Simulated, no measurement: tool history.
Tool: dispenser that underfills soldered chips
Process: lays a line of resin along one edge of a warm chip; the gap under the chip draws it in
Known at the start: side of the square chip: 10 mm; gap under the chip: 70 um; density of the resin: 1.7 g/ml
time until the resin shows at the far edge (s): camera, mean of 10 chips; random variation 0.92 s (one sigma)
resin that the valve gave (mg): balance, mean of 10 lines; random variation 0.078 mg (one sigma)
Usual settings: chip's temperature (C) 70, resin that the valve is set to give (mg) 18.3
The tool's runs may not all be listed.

run	hour	chip's temperature (C)	resin that the valve is set to give (mg)	time until the resin shows at the far edge (s)	resin that the valve gave (mg)
1	0.0	70	18.3	105.8	18.21
2	9.0	70	18.3	148.9	18.16
# hour 13.0: new syringe of resin
3	16.3	71	18.3	99.0	18.14
4	21.2	71	18.3	117.9	18.07
# hour 29.8: new syringe of resin
5	30.3	70	18.3	93.1	18.06
6	39.4	70	18.3	130.2	18.09
# hour 47.1: new syringe of resin
7	48.2	70	18.3	94.4	18.03
8	52.9	70	18.3	115.1	17.90
9	62.1	80	18.3	118.1	17.94
# hour 63.8: new syringe of resin
10	67.6	70	21.2	104.3	20.64
11	73.9	70	18.3	132.5	17.99
# hour 80.9: new syringe of resin
12	81.6	70	18.3	91.7	18.01
13	87.6	70	18.3	117.7	17.93
14	95.5	70	18.3	157.6	17.72
# hour 97.8: new syringe of resin
15	102.9	70	18.3	110.2	17.66
16	112.9	73	17.5	148.4	16.89
# hour 114.7: new syringe of resin
17	123.2	73	17.5	116.8	16.80
18	127.5	59	18.0	222.2	17.45
# hour 131.6: new syringe of resin
19	133.2	59	18.0	142.5	17.37
20	139.5	64	22.9	149.8	22.02
# hour 147.1: dispensing valve cleaned and set on the balance
# hour 149.6: new syringe of resin
21	150.1	64	22.9	113.7	22.81
22	158.0	65	16.7	152.6	16.60
23	164.1	66	19.8	186.1	19.51
# hour 166.3: new syringe of resin
24	173.8	66	19.8	140.1	19.55
25	181.1	66	21.5	180.9	21.24
# hour 183.7: new syringe of resin
26	185.5	66	21.5	114.2	21.20
27	192.3	66	21.5	146.0	21.04
28	198.8	66	18.8	192.4	18.53
# hour 200.8: new syringe of resin
29	208.4	58	16.8	194.3	16.54

4 ways to go on from here, each from the tool as it stands after run 29. What would each give?
# hour 217.5: new syringe of resin
A	218.6	71	15.8	?	?
# hour 217.5: new syringe of resin
B	218.6	79	17.0	?	?
# hour 217.5: new syringe of resin
C	218.6	85	16.8	?	?
# hour 217.5: new syringe of resin
D	218.6	82	18.3	?	?

run	time until the resin shows at the far edge (s)	resin that the valve gave (mg)
A	96.8	15.38
B	74.2	16.74
C	60.4	16.55
D	66.0	17.94
Without the tool's hidden state the same runs would have given:
run	time until the resin shows at the far edge (s)	resin that the valve gave (mg)
A	86.4	15.68
B	66.5	17.06
C	54.2	16.87
D	59.3	18.29
